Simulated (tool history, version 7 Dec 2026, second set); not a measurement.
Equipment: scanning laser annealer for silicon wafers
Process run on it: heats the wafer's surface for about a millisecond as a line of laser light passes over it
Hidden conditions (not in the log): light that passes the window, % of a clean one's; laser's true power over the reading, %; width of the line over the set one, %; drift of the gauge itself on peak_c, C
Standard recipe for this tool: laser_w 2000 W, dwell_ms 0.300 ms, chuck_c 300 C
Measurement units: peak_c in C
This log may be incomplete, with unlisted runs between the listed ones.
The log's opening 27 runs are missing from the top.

run	hour	laser_w	dwell_ms	chuck_c	hours of work since the window was cleaned	hours of work since the power meter was calibrated	hours of work since the optics were aligned	peak_c
28	275.2	1998	0.213	285	241	23	539	879
29	288.1	1998	0.213	285	246	28	544	877
30	297.9	2000	0.274	261	250	32	548	944
31	312.0	1861	0.310	337	256	38	554	1009
32	319.7	2154	0.218	309	259	41	557	964
33	326.2	2154	0.218	334	262	44	559	985
34	337.0	2062	0.304	334	266	48	564	1074
35	349.6	2000	0.299	296	271	53	569	1009
36	355.7	1919	0.300	262	273	56	571	943
37	368.9	1919	0.300	262	279	61	577	945
38	383.4	1744	0.286	283	285	67	582	886
39	391.2	2000	0.247	268	288	70	586	913
40	400.2	1996	0.247	267	291	74	589	907
41	406.7	2074	0.277	337	294	76	592	1047

Below are 3 alternative next runs, each starting from the tool's condition after run 41. Predict each:
A	419.6	1826	0.217	285	299	81	597	?
B	419.6	2000	0.300	320	299	81	597	?
C	419.6	2074	0.378	281	299	81	597	?

run	peak_c
A	830
B	1033
C	1119
The same runs, with their run-to-run variation unchanged, on a tool lacking any hidden condition would have given:
run	peak_c
A	842
B	1048
C	1136
